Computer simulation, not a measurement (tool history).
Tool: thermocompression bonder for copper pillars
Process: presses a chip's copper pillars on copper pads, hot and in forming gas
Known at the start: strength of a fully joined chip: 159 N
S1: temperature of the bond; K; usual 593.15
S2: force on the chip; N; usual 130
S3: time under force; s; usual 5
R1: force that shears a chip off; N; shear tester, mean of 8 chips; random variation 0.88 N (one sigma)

run	day	S1	S2	S3	R1
1	0.000	593.15	130	5	65.3
2	0.917	593.15	130	5	64.9
3	1.612	593.15	130	5	67.8
4	2.496	593.15	130	5	64.3
5	3.404	593.15	130	5	64.2
6	3.962	593.15	130	4	59.3
7	4.383	593.15	105	5	54.2
8	4.883	593.15	105	5	56.3
9	5.875	569.15	105	5	37.7
10	6.750	602.15	105	5	60.2
11	7.350	602.15	189	5	88.8
12	8.317	621.15	130	5	85.1
# day 8.912: forming gas filter changed
13	9.017	621.15	130	5	94.1
14	9.738	569.15	128	13	70.3
15	10.454	569.15	128	13	68.6
16	10.921	566.15	154	5	53.0
17	11.875	566.15	154	5	52.3

Forecast each of these 3 alternatives for the next run:
A	12.446	566.15	154	5	?
B	12.446	569.15	94	3	?
C	12.446	595.15	135	5	?

run	R1
A	52.6
B	29.0
C	70.9
Without the tool's hidden state the same runs would have given:
run	R1
A	57.2
B	31.8
C	76.2

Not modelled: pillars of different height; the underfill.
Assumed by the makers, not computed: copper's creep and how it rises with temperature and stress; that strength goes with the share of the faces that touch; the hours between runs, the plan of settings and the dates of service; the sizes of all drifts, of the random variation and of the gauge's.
